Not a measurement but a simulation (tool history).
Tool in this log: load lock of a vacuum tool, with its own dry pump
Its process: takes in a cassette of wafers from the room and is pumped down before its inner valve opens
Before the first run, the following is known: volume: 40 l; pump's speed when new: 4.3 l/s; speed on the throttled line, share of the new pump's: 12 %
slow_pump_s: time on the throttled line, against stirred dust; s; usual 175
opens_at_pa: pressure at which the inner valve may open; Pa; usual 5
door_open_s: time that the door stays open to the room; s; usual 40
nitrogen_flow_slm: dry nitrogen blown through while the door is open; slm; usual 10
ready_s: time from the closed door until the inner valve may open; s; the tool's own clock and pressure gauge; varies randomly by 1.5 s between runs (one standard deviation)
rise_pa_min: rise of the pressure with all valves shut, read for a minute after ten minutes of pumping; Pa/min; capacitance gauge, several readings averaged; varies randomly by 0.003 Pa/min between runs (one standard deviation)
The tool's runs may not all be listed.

run    hour  slow_pump_s  opens_at_pa  door_open_s  nitrogen_flow_slm  incoming humidity of the room's air, %  ready_s  rise_pa_min
  1     0.0          175            5           40                 10                                    46.1    246.1        0.348
  2    61.9          175            5           40                 10                                    44.1    245.8        0.349
  3   141.1          175            5           40                 10                                    43.1    247.6        0.351
  4   221.9          175            5           40                 10                                    44.7    248.4        0.357
  5   289.3          175            5           40                 10                                    47.0    243.8        0.349
  6   373.1          175            5           40                 10                                    43.3    245.7        0.358
  7   456.1          175            5           40                 39                                    50.6    246.4        0.353
  8   520.9           94            5           40                 10                                    47.7    174.9        0.379
  9   594.5           94            5           40                 10                                    47.2    176.1        0.369
 10   640.5          175            5           40                 10                                    44.7    242.1        0.386
 11   747.5          175            7           40                 10                                    42.2    244.7        0.378
      796.8  -- door's seal changed, seat wiped
 12   845.3          100            5           40                 10                                    44.9    181.0        0.050
 13   944.3          100            5           40                 10                                    44.8    178.8        0.052
 14  1013.3          100            5           40                 10                                    45.5    181.7        0.050
 15  1062.4          175            5           40                 10                                    45.5    245.6        0.050
 16  1126.9          175            5           40                 10                                    44.2    244.7        0.053
 17  1230.9          255            5           40                 10                                    47.5    317.0        0.055
 18  1274.6          175            5           40                 10                                    44.4    245.0        0.048
 19  1378.8          175            5           40                 10                                    44.2    246.3        0.050
 20  1476.9          170            6           92                 45                                    45.0    242.2        0.055
 21  1557.1          154            9           40                  4                                    46.3    224.1        0.073
 22  1643.6          222            7           49                 10                                    45.2    284.9        0.068
 23  1696.1          273            7           47                 10                                    46.0    327.8        0.068
 24  1753.2          273            7           47                 10                                    41.3    330.6        0.066

What will run 25 give?
 25  1835.6          111            4           47                 10                                    44.6        ?            ?

{"run 25": {"ready_s": 193.2, "rise_pa_min": 0.067}}
With no hidden state in the tool, this same run would have given ready_s 192.3 s, rise_pa_min 0.052 Pa/min.
